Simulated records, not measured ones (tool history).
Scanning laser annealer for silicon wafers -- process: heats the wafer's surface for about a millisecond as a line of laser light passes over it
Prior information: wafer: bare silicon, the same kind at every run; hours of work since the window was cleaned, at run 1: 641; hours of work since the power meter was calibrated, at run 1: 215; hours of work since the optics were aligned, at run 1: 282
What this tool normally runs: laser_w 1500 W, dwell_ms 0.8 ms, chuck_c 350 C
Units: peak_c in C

run,hour,laser_w,dwell_ms,chuck_c,hours of work since the window was cleaned,hours of work since the power meter was calibrated,hours of work since the optics were aligned,peak_c
1,0,1500,0.8,350,641,215,282,1110
2,15.6,1500,0.8,350,652,227,294,1109
3,31.6,1500,0.587,350,663,238,305,998
4,48.8,1500,0.587,350,676,251,318,996
5,63.7,1298,0.587,350,686,261,328,897
6,75.3,1500,0.706,350,695,270,337,1059
7,91.9,1500,0.706,350,707,282,349,1058
# hour 100: window over the wafer cleaned
8,117,1649,0.8,350,12,298,365,1189
9,131.2,1649,0.8,350,22,308,375,1190
10,140.6,1550,0.76,311,29,315,382,1070
11,161.7,1550,0.76,311,44,330,397,1072
12,173.1,1447,0.994,311,53,339,406,1118
13,183.5,1557,0.566,350,60,346,413,1005
# hour 199.9: window over the wafer cleaned, once more
14,204.7,1500,0.638,384,3,360,427,1069
15,222,1386,0.676,319,16,372,439,964
16,241,1500,0.655,350,30,386,453,1046

How the hidden state differs across the entries between the runs, from the last listed run before each to the first after it:
From run 7 to run 8: window over the wafer cleaned (hour 100)
  light that passes the window, % of a clean one's: 98.31 -> 97.7; laser's true power over the reading, %: -0.05 -> -0.04; width of the line over the set one, %: 0.83 -> 0.85
  measured less the result without the state, peak_c: -19 -> -28 C
From run 13 to run 14: window over the wafer cleaned, once more (hour 199.9)
  light that passes the window, % of a clean one's: 97.6 -> 99.98; laser's true power over the reading, %: -0.02 -> -0.01; width of the line over the set one, %: 0.94 -> 0.96
  measured less the result without the state, peak_c: -23 -> -5 C
